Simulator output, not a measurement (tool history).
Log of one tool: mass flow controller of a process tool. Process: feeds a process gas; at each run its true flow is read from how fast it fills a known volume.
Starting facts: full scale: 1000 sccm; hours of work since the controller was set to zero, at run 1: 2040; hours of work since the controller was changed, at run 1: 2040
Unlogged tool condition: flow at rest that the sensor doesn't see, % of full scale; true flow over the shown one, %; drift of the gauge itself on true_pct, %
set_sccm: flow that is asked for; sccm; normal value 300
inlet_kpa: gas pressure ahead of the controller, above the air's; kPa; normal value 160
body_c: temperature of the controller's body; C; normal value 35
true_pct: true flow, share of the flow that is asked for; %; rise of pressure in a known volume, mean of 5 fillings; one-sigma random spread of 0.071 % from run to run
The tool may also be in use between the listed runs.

| run | hour | set_sccm | inlet_kpa | body_c | hours of work since the controller was set to zero | hours of work since the controller was changed | true_pct |
|---|---|---|---|---|---|---|---|
| 1 | 0.0 | 300 | 160 | 35 | 2040 | 2040 | 99.66 |
| 2 | 53.0 | 300 | 160 | 35 | 2080 | 2080 | 99.70 |
| 3 | 108.4 | 264 | 160 | 35 | 2121 | 2121 | 99.71 |
| 4 | 166.3 | 264 | 192 | 35 | 2165 | 2165 | 99.55 |
| 5 | 247.5 | 264 | 192 | 25 | 2226 | 2226 | 98.57 |
| 6 | 308.5 | 264 | 192 | 25 | 2272 | 2272 | 98.62 |
| 7 | 413.6 | 377 | 192 | 25 | 2352 | 2352 | 98.71 |
| 8 | 499.8 | 377 | 192 | 25 | 2417 | 2417 | 98.84 |
| 9 | 572.4 | 1000 | 185 | 38 | 2471 | 2471 | 101.53 |
| 10 | 638.4 | 181 | 185 | 30 | 2521 | 2521 | 98.99 |
| 11 | 753.6 | 181 | 185 | 30 | 2608 | 2608 | 98.83 |

Expected results for the next run?
| 12 | 851.5 | 181 | 185 | 30 | 2682 | 2682 | ? |

Logged for run 12: true_pct 98.83 %.
If the tool had no hidden condition, the same run with the same run-to-run variation would have returned true_pct 98.82 %.

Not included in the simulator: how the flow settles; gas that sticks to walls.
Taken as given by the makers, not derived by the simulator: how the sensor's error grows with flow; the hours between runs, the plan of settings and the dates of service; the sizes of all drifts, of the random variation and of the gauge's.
